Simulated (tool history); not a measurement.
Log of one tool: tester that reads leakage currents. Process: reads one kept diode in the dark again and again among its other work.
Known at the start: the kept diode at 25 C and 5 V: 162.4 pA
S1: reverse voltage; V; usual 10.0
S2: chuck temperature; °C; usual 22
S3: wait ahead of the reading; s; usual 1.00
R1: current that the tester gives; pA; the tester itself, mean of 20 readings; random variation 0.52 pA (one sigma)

Run 1, hour 0.0: usual settings. Result: R1 209.84 pA.
Run 2, hour 62.6: usual settings but S2 32 °C. Result: R1 484.15 pA.
Run 3, hour 118.0: usual settings but S2 32 °C. Result: R1 486.69 pA.
Run 4, hour 147.6: usual settings but S2 32 °C. Result: R1 485.29 pA.
Run 5, hour 193.2: usual settings. Result: R1 214.24 pA.
Run 6, hour 233.7: usual settings. Result: R1 214.07 pA.
At hour 257.7: probe card cleaned and baked.
Run 7, hour 284.9: usual settings. Result: R1 195.78 pA.
Run 8, hour 343.0: usual settings. Result: R1 195.90 pA.
Run 9, hour 395.1: usual settings. Result: R1 195.96 pA.
Run 10, hour 425.6: usual settings. Result: R1 195.69 pA.
Run 11, hour 470.3: usual settings. Result: R1 196.94 pA.
Run 12, hour 535.2: usual settings. Result: R1 197.59 pA.
Run 13, hour 597.1: usual settings. Result: R1 199.13 pA.
Run 14, hour 627.5: usual settings but S3 1.10 s. Result: R1 199.80 pA.
Run 15, hour 672.6: usual settings but S3 1.28 s. Result: R1 200.05 pA.
Run 16, hour 710.0: usual settings but S3 7.28 s. Result: R1 197.68 pA.
Run 17, hour 770.0: usual settings but S1 2.4 V, S2 26 °C. Result: R1 146.96 pA.
Run 18, hour 807.6: usual settings but S1 1.1 V, S3 1.35 s. Result: R1 71.55 pA.
Run 19, hour 840.5: usual settings but S1 6.5 V, S2 56 °C, S3 4.81 s. Result: R1 2705.14 pA.
Run 20, hour 882.9: usual settings but S1 6.5 V, S2 56 °C, S3 4.81 s. Result: R1 2716.60 pA.
Run 21, hour 935.1: usual settings but S1 6.5 V, S2 25 °C, S3 4.81 s. Result: R1 216.61 pA.
Run 22, hour 976.5: usual settings but S1 9.4 V, S2 33 °C, S3 4.81 s. Result: R1 517.97 pA.
Run 23, hour 1031.6: usual settings but S2 25 °C, S3 3.10 s. Result: R1 268.13 pA.
Run 24, hour 1076.8: usual settings but S1 2.8 V, S2 48 °C. Result: R1 1010.82 pA.
Run 25, hour 1136.4: usual settings but S1 2.8 V, S2 48 °C. Result: R1 1010.44 pA.
Run 26, hour 1165.3: usual settings but S1 2.8 V, S2 48 °C. Result: R1 1010.51 pA.
Run 27, hour 1203.5: usual settings but S1 3.4 V, S2 21 °C, S3 8.65 s. Result: R1 112.98 pA.
Run 28, hour 1249.7: usual settings but S1 2.4 V, S2 46 °C, S3 1.44 s. Result: R1 809.69 pA.
Run 29, hour 1292.1: usual settings but S1 2.4 V, S2 46 °C, S3 1.44 s. Result: R1 816.62 pA.

3 ways to go on from here, each from the tool as it stands after run 29. What would each give?
Run A, hour 1325.0: usual settings but S1 2.4 V, S2 45 °C, S3 1.44 s. Result: R1 ?.
Run B, hour 1325.0: usual settings but S1 1.6 V, S2 46 °C, S3 3.39 s. Result: R1 ?.
Run C, hour 1325.0: usual settings but S1 8.4 V, S2 25 °C, S3 2.05 s. Result: R1 ?.

run      R1
  A  753.97
  B  673.97
  C  252.55
Without the tool's hidden state the same runs would have given:
run      R1
  A  650.39
  B  582.29
  C  208.23
